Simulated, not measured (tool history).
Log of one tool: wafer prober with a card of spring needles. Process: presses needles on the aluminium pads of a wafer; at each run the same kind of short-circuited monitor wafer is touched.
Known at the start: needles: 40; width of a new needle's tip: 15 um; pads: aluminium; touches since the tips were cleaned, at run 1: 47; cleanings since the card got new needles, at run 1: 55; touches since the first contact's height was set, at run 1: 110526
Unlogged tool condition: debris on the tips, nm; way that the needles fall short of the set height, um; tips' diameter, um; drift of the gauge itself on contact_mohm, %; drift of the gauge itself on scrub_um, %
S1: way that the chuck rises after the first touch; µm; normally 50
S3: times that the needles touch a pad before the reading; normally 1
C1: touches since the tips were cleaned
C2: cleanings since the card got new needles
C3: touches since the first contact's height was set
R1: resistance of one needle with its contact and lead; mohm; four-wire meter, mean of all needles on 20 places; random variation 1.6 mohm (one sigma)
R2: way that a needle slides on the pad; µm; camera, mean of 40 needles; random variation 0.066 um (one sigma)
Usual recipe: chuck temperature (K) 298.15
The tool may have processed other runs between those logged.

{"run": 1, "hour": 0.0, "S1": 50, "chuck temperature (K)": 298.15, "S3": 1, "C1": 47, "C2": 55, "C3": 110526, "R1": 177, "R2": 9.24}
{"hour": 14.4, "done": "tips cleaned on abrasive film"}
{"run": 2, "hour": 21.7, "S1": 50, "chuck temperature (K)": 321.15, "S3": 1, "C1": 2070, "C2": 56, "C3": 116618, "R1": 434, "R2": 8.9}
{"hour": 29.6, "done": "tips cleaned on abrasive film"}
{"run": 3, "hour": 33.6, "S1": 50, "chuck temperature (K)": 321.15, "S3": 1, "C1": 1123, "C2": 57, "C3": 119923, "R1": 239, "R2": 8.91}
{"hour": 44.8, "done": "tips cleaned on abrasive film"}
{"run": 4, "hour": 52.1, "S1": 50, "chuck temperature (K)": 321.15, "S3": 1, "C1": 2074, "C2": 58, "C3": 125127, "R1": 275, "R2": 8.95}
{"hour": 60.0, "done": "tips cleaned on abrasive film"}
{"run": 5, "hour": 70.0, "S1": 50, "chuck temperature (K)": 321.15, "S3": 1, "C1": 2815, "C2": 59, "C3": 130128, "R1": 302, "R2": 8.88}
{"hour": 74.7, "done": "tips cleaned on abrasive film"}
{"run": 6, "hour": 83.7, "S1": 33, "chuck temperature (K)": 298.15, "S3": 1, "C1": 2527, "C2": 60, "C3": 133950, "R1": 547, "R2": 5.55}
{"hour": 89.8, "done": "tips cleaned on abrasive film"}
{"hour": 101.6, "done": "tips cleaned on abrasive film, once more"}
{"run": 7, "hour": 105.7, "S1": 33, "chuck temperature (K)": 298.15, "S3": 1, "C1": 1145, "C2": 62, "C3": 140095, "R1": 368, "R2": 5.65}
{"hour": 116.2, "done": "tips cleaned on abrasive film"}
{"run": 8, "hour": 117.1, "S1": 33, "chuck temperature (K)": 298.15, "S3": 1, "C1": 258, "C2": 63, "C3": 143277, "R1": 244, "R2": 5.54}
{"hour": 127.6, "done": "height of the first contact set anew"}
{"hour": 131.0, "done": "tips cleaned on abrasive film"}
{"run": 9, "hour": 140.1, "S1": 33, "chuck temperature (K)": 298.15, "S3": 2, "C1": 2573, "C2": 64, "C3": 3503, "R1": 336, "R2": 6.46}
{"hour": 147.1, "done": "tips cleaned on abrasive film"}
{"run": 10, "hour": 156.2, "S1": 33, "chuck temperature (K)": 298.15, "S3": 2, "C1": 2570, "C2": 65, "C3": 7999, "R1": 339, "R2": 6.28}
{"hour": 162.5, "done": "tips cleaned on abrasive film"}
{"hour": 178.0, "done": "tips cleaned on abrasive film"}
{"run": 11, "hour": 178.2, "S1": 33, "chuck temperature (K)": 298.15, "S3": 2, "C1": 50, "C2": 67, "C3": 14134, "R1": 191, "R2": 6.34}
{"hour": 193.5, "done": "tips cleaned on abrasive film"}
{"run": 12, "hour": 198.2, "S1": 50, "chuck temperature (K)": 298.15, "S3": 1, "C1": 1347, "C2": 68, "C3": 19755, "R1": 234, "R2": 9.62}
{"hour": 208.7, "done": "tips cleaned on abrasive film"}
{"run": 13, "hour": 214.6, "S1": 50, "chuck temperature (K)": 298.15, "S3": 1, "C1": 1667, "C2": 69, "C3": 24329, "R1": 253, "R2": 9.55}
{"hour": 224.0, "done": "tips cleaned on abrasive film"}
{"run": 14, "hour": 235.3, "S1": 50, "chuck temperature (K)": 298.15, "S3": 1, "C1": 3189, "C2": 70, "C3": 30147, "R1": 311, "R2": 9.68}
{"hour": 238.7, "done": "tips cleaned on abrasive film"}
{"run": 15, "hour": 252.0, "S1": 50, "chuck temperature (K)": 298.15, "S3": 1, "C1": 3764, "C2": 71, "C3": 34814, "R1": 319, "R2": 9.57}
{"hour": 253.1, "done": "tips cleaned on abrasive film"}
{"run": 16, "hour": 265.3, "S1": 50, "chuck temperature (K)": 298.15, "S3": 1, "C1": 3438, "C2": 72, "C3": 38526, "R1": 307, "R2": 9.6}
{"hour": 267.9, "done": "tips cleaned on abrasive film"}
{"run": 17, "hour": 277.2, "S1": 57, "chuck temperature (K)": 298.15, "S3": 1, "C1": 2640, "C2": 73, "C3": 41861, "R1": 265, "R2": 10.73}
{"hour": 282.6, "done": "tips cleaned on abrasive film"}
{"run": 18, "hour": 294.6, "S1": 50, "chuck temperature (K)": 353.15, "S3": 2, "C1": 3399, "C2": 74, "C3": 46729, "R1": 258, "R2": 9.44}
{"hour": 298.2, "done": "tips cleaned on abrasive film"}
{"run": 19, "hour": 307.0, "S1": 50, "chuck temperature (K)": 353.15, "S3": 2, "C1": 2454, "C2": 75, "C3": 50175, "R1": 236, "R2": 9.51}
{"hour": 313.6, "done": "tips cleaned on abrasive film"}
{"run": 20, "hour": 319.5, "S1": 64, "chuck temperature (K)": 298.15, "S3": 1, "C1": 1655, "C2": 76, "C3": 53680, "R1": 213, "R2": 12.15}
{"hour": 328.6, "done": "tips cleaned on abrasive film"}
{"run": 21, "hour": 338.9, "S1": 48, "chuck temperature (K)": 300.15, "S3": 2, "C1": 2894, "C2": 77, "C3": 59100, "R1": 251, "R2": 9.03}
{"hour": 343.5, "done": "tips cleaned on abrasive film"}
{"run": 22, "hour": 350.7, "S1": 60, "chuck temperature (K)": 371.15, "S3": 2, "C1": 2011, "C2": 78, "C3": 62403, "R1": 211, "R2": 11.3}
{"hour": 358.9, "done": "tips cleaned on abrasive film"}
{"run": 23, "hour": 365.0, "S1": 58, "chuck temperature (K)": 303.15, "S3": 2, "C1": 1734, "C2": 79, "C3": 66421, "R1": 198, "R2": 11.03}
{"hour": 374.7, "done": "tips cleaned on abrasive film"}
{"run": 24, "hour": 383.7, "S1": 32, "chuck temperature (K)": 303.15, "S3": 2, "C1": 2553, "C2": 80, "C3": 71657, "R1": 372, "R2": 5.8}
{"hour": 390.2, "done": "tips cleaned on abrasive film"}
{"run": 25, "hour": 399.1, "S1": 32, "chuck temperature (K)": 303.15, "S3": 2, "C1": 2528, "C2": 81, "C3": 75965, "R1": 383, "R2": 5.85}
{"hour": 405.3, "done": "tips cleaned on abrasive film"}
{"run": 26, "hour": 414.5, "S1": 32, "chuck temperature (K)": 303.15, "S3": 2, "C1": 2592, "C2": 82, "C3": 80275, "R1": 389, "R2": 6.03}
{"hour": 420.4, "done": "tips cleaned on abrasive film"}
{"hour": 436.1, "done": "tips cleaned on abrasive film"}
{"run": 27, "hour": 437.1, "S1": 54, "chuck temperature (K)": 298.15, "S3": 2, "C1": 273, "C2": 84, "C3": 86563, "R1": 173, "R2": 10.06}
{"run": 28, "hour": 447.4, "S1": 31, "chuck temperature (K)": 298.15, "S3": 1, "C1": 3185, "C2": 84, "C3": 89475, "R1": 609, "R2": 5.47}
{"hour": 451.2, "done": "tips cleaned on abrasive film"}
{"hour": 465.6, "done": "tips cleaned on abrasive film"}
{"run": 29, "hour": 465.6, "S1": 50, "chuck temperature (K)": 298.15, "S3": 1, "C1": 0, "C2": 86, "C3": 94555, "R1": 170, "R2": 9.28}
{"hour": 480.5, "done": "tips cleaned on abrasive film"}
{"run": 30, "hour": 483.0, "S1": 50, "chuck temperature (K)": 298.15, "S3": 1, "C1": 686, "C2": 87, "C3": 99403, "R1": 217, "R2": 9.24}
{"hour": 495.3, "done": "tips cleaned on abrasive film"}
{"run": 31, "hour": 504.0, "S1": 52, "chuck temperature (K)": 370.15, "S3": 1, "C1": 2451, "C2": 88, "C3": 105307, "R1": 288, "R2": 9.52}
{"hour": 510.6, "done": "tips cleaned on abrasive film"}
{"run": 32, "hour": 523.5, "S1": 50, "chuck temperature (K)": 299.15, "S3": 2, "C1": 3631, "C2": 89, "C3": 110764, "R1": 274, "R2": 9.16}

Consider 4 possible next runs. They are alternatives, not a sequence: every one starts from the tool as it was left by run 32. What does each give?
{"hour": 525.1, "done": "tips cleaned on abrasive film"}
{"run": "A", "hour": 537.9, "S1": 50, "chuck temperature (K)": 298.15, "S3": 1, "C1": 3599, "C2": 90, "C3": 114789, "R1": "?", "R2": "?"}
{"hour": 525.1, "done": "tips cleaned on abrasive film"}
{"run": "B", "hour": 537.9, "S1": 35, "chuck temperature (K)": 299.15, "S3": 2, "C1": 3599, "C2": 90, "C3": 114789, "R1": "?", "R2": "?"}
{"hour": 525.1, "done": "tips cleaned on abrasive film"}
{"run": "C", "hour": 537.9, "S1": 50, "chuck temperature (K)": 376.15, "S3": 3, "C1": 3599, "C2": 90, "C3": 114789, "R1": "?", "R2": "?"}
{"hour": 525.1, "done": "tips cleaned on abrasive film"}
{"run": "D", "hour": 537.9, "S1": 49, "chuck temperature (K)": 395.15, "S3": 3, "C1": 3599, "C2": 90, "C3": 114789, "R1": "?", "R2": "?"}

run=A R1=346 R2=9.20
run=B R1=414 R2=6.25
run=C R1=238 R2=9.22
run=D R1=240 R2=9.01
With no hidden state in the tool, these same runs would have given:
run=A R1=149 R2=9.75
run=B R1=163 R2=6.80
run=C R1=166 R2=9.77
run=D R1=168 R2=9.57
